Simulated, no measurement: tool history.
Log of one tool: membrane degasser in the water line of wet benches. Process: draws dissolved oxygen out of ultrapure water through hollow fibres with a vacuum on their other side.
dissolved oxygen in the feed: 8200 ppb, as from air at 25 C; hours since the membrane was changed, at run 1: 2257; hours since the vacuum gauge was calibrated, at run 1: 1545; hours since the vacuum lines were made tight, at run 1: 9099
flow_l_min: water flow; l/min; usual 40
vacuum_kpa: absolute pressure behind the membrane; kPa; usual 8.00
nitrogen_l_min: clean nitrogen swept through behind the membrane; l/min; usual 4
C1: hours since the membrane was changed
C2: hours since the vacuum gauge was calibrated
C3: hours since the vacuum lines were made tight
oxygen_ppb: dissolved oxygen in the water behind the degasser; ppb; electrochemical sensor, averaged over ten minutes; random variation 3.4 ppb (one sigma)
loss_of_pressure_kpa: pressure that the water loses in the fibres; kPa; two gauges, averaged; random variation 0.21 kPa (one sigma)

Run 1, hour 0.0: usual settings; C1 2257; C2 1545; C3 9099. Result: oxygen_ppb 336.4 ppb, loss_of_pressure_kpa 49.95 kPa.
Run 2, hour 57.9: usual settings; C1 2315; C2 1602; C3 9157. Result: oxygen_ppb 336.1 ppb, loss_of_pressure_kpa 49.82 kPa.
Run 3, hour 102.6: usual settings; C1 2360; C2 1647; C3 9202. Result: oxygen_ppb 337.3 ppb, loss_of_pressure_kpa 49.82 kPa.
Run 4, hour 129.2: usual settings; C1 2386; C2 1674; C3 9229. Result: oxygen_ppb 334.7 ppb, loss_of_pressure_kpa 49.61 kPa.
Run 5, hour 185.9: usual settings; C1 2443; C2 1730; C3 9285. Result: oxygen_ppb 331.3 ppb, loss_of_pressure_kpa 49.04 kPa.
Run 6, hour 245.5: usual settings; C1 2502; C2 1790; C3 9345. Result: oxygen_ppb 330.0 ppb, loss_of_pressure_kpa 49.55 kPa.
Run 7, hour 294.7: usual settings; C1 2552; C2 1839; C3 9394. Result: oxygen_ppb 332.8 ppb, loss_of_pressure_kpa 49.57 kPa.
Run 8, hour 333.1: usual settings; C1 2590; C2 1878; C3 9433. Result: oxygen_ppb 337.6 ppb, loss_of_pressure_kpa 49.25 kPa.
Run 9, hour 385.9: usual settings but vacuum_kpa 13.61 kPa; C1 2643; C2 1930; C3 9485. Result: oxygen_ppb 464.2 ppb, loss_of_pressure_kpa 49.22 kPa.
Run 10, hour 423.7: usual settings but vacuum_kpa 13.61 kPa; C1 2681; C2 1968; C3 9523. Result: oxygen_ppb 457.9 ppb, loss_of_pressure_kpa 49.55 kPa.
Run 11, hour 451.0: usual settings but vacuum_kpa 13.61 kPa; C1 2708; C2 1996; C3 9550. Result: oxygen_ppb 453.2 ppb, loss_of_pressure_kpa 49.63 kPa.
Run 12, hour 491.6: usual settings; C1 2749; C2 2036; C3 9591. Result: oxygen_ppb 336.6 ppb, loss_of_pressure_kpa 49.27 kPa.
Run 13, hour 540.8: usual settings; C1 2798; C2 2085; C3 9640. Result: oxygen_ppb 341.1 ppb, loss_of_pressure_kpa 49.12 kPa.
Run 14, hour 592.7: usual settings; C1 2850; C2 2137; C3 9692. Result: oxygen_ppb 336.7 ppb, loss_of_pressure_kpa 49.06 kPa.
Run 15, hour 639.4: usual settings; C1 2896; C2 2184; C3 9739. Result: oxygen_ppb 333.6 ppb, loss_of_pressure_kpa 49.22 kPa.
Run 16, hour 688.7: usual settings; C1 2946; C2 2233; C3 9788. Result: oxygen_ppb 331.2 ppb, loss_of_pressure_kpa 48.73 kPa.
Run 17, hour 725.2: usual settings but flow_l_min 39 l/min, vacuum_kpa 14.42 kPa; C1 2982; C2 2270; C3 9825. Result: oxygen_ppb 459.8 ppb, loss_of_pressure_kpa 48.04 kPa.

Run 18 comes next. What will it give?
Run 18, hour 761.6: usual settings but flow_l_min 59 l/min, vacuum_kpa 7.30 kPa; C1 3019; C2 2306; C3 9861. Result: oxygen_ppb ?, loss_of_pressure_kpa ?.

{"run 18": {"oxygen_ppb": 473.3, "loss_of_pressure_kpa": 72.71}}
Without the tool's hidden state the same run would have given oxygen_ppb 472.8 ppb, loss_of_pressure_kpa 73.83 kPa.
